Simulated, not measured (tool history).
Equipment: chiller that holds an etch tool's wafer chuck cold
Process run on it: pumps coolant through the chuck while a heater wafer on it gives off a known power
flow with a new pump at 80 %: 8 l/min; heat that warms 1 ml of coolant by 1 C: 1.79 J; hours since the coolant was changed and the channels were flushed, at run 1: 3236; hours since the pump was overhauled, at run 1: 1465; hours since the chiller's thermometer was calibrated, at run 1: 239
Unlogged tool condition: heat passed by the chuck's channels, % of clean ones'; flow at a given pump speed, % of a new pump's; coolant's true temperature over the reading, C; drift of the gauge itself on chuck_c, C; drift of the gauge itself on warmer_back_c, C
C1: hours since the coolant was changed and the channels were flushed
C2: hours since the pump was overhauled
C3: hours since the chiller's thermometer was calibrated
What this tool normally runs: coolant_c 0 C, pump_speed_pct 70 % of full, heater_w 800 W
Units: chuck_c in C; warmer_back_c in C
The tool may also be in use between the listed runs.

{"run": 1, "hour": 0.0, "coolant_c": 0, "pump_speed_pct": 70, "heater_w": 800, "C1": 3236, "C2": 1465, "C3": 239, "chuck_c": 8.9, "warmer_back_c": 4.09}
{"run": 2, "hour": 23.7, "coolant_c": 0, "pump_speed_pct": 70, "heater_w": 673, "C1": 3260, "C2": 1489, "C3": 263, "chuck_c": 7.6, "warmer_back_c": 3.44}
{"run": 3, "hour": 59.1, "coolant_c": 0, "pump_speed_pct": 67, "heater_w": 800, "C1": 3295, "C2": 1525, "C3": 298, "chuck_c": 9.5, "warmer_back_c": 4.29}
{"hour": 82.2, "done": "coolant changed, channels flushed"}
{"run": 4, "hour": 93.6, "coolant_c": 0, "pump_speed_pct": 67, "heater_w": 800, "C1": 11, "C2": 1553, "C3": 327, "chuck_c": 8.6, "warmer_back_c": 4.26}
{"run": 5, "hour": 139.6, "coolant_c": 0, "pump_speed_pct": 67, "heater_w": 800, "C1": 57, "C2": 1599, "C3": 373, "chuck_c": 8.7, "warmer_back_c": 4.31}
{"run": 6, "hour": 173.4, "coolant_c": 0, "pump_speed_pct": 67, "heater_w": 800, "C1": 91, "C2": 1633, "C3": 406, "chuck_c": 8.8, "warmer_back_c": 4.27}
{"run": 7, "hour": 197.8, "coolant_c": 1, "pump_speed_pct": 70, "heater_w": 800, "C1": 116, "C2": 1657, "C3": 431, "chuck_c": 9.4, "warmer_back_c": 4.16}
{"run": 8, "hour": 235.0, "coolant_c": 0, "pump_speed_pct": 90, "heater_w": 800, "C1": 153, "C2": 1694, "C3": 468, "chuck_c": 6.7, "warmer_back_c": 3.22}
{"run": 9, "hour": 268.2, "coolant_c": 0, "pump_speed_pct": 90, "heater_w": 800, "C1": 186, "C2": 1728, "C3": 501, "chuck_c": 6.7, "warmer_back_c": 3.22}
{"run": 10, "hour": 313.5, "coolant_c": 0, "pump_speed_pct": 90, "heater_w": 800, "C1": 231, "C2": 1773, "C3": 546, "chuck_c": 6.4, "warmer_back_c": 3.21}
{"run": 11, "hour": 354.1, "coolant_c": 0, "pump_speed_pct": 90, "heater_w": 800, "C1": 272, "C2": 1814, "C3": 587, "chuck_c": 6.7, "warmer_back_c": 3.16}
{"run": 12, "hour": 391.6, "coolant_c": 0, "pump_speed_pct": 90, "heater_w": 800, "C1": 309, "C2": 1851, "C3": 625, "chuck_c": 6.7, "warmer_back_c": 3.19}
{"run": 13, "hour": 414.8, "coolant_c": 0, "pump_speed_pct": 90, "heater_w": 800, "C1": 333, "C2": 1874, "C3": 648, "chuck_c": 6.6, "warmer_back_c": 3.22}
{"run": 14, "hour": 450.5, "coolant_c": 0, "pump_speed_pct": 90, "heater_w": 800, "C1": 368, "C2": 1910, "C3": 683, "chuck_c": 6.6, "warmer_back_c": 3.28}
{"run": 15, "hour": 490.9, "coolant_c": -10, "pump_speed_pct": 90, "heater_w": 800, "C1": 409, "C2": 1950, "C3": 724, "chuck_c": -3.4, "warmer_back_c": 3.28}
{"run": 16, "hour": 528.0, "coolant_c": -6, "pump_speed_pct": 70, "heater_w": 800, "C1": 446, "C2": 1987, "C3": 761, "chuck_c": 2.5, "warmer_back_c": 4.12}
{"run": 17, "hour": 563.4, "coolant_c": 1, "pump_speed_pct": 85, "heater_w": 924, "C1": 481, "C2": 2023, "C3": 796, "chuck_c": 9.2, "warmer_back_c": 3.97}
{"run": 18, "hour": 614.0, "coolant_c": -1, "pump_speed_pct": 66, "heater_w": 924, "C1": 532, "C2": 2073, "C3": 847, "chuck_c": 9.5, "warmer_back_c": 5.17}
{"run": 19, "hour": 655.3, "coolant_c": 5, "pump_speed_pct": 71, "heater_w": 466, "C1": 573, "C2": 2115, "C3": 888, "chuck_c": 9.9, "warmer_back_c": 2.36}
{"run": 20, "hour": 692.4, "coolant_c": 5, "pump_speed_pct": 71, "heater_w": 466, "C1": 610, "C2": 2152, "C3": 925, "chuck_c": 9.8, "warmer_back_c": 2.34}

Predict the results of run 21:
{"run": 21, "hour": 725.0, "coolant_c": 5, "pump_speed_pct": 71, "heater_w": 466, "C1": 643, "C2": 2184, "C3": 958, "chuck_c": "?", "warmer_back_c": "?"}

{"run 21": {"chuck_c": 9.7, "warmer_back_c": 2.4}}
Take away the tool's hidden state, keep the run-to-run variation as it was, and the same run would have given chuck_c 9.4 C, warmer_back_c 2.18 C.
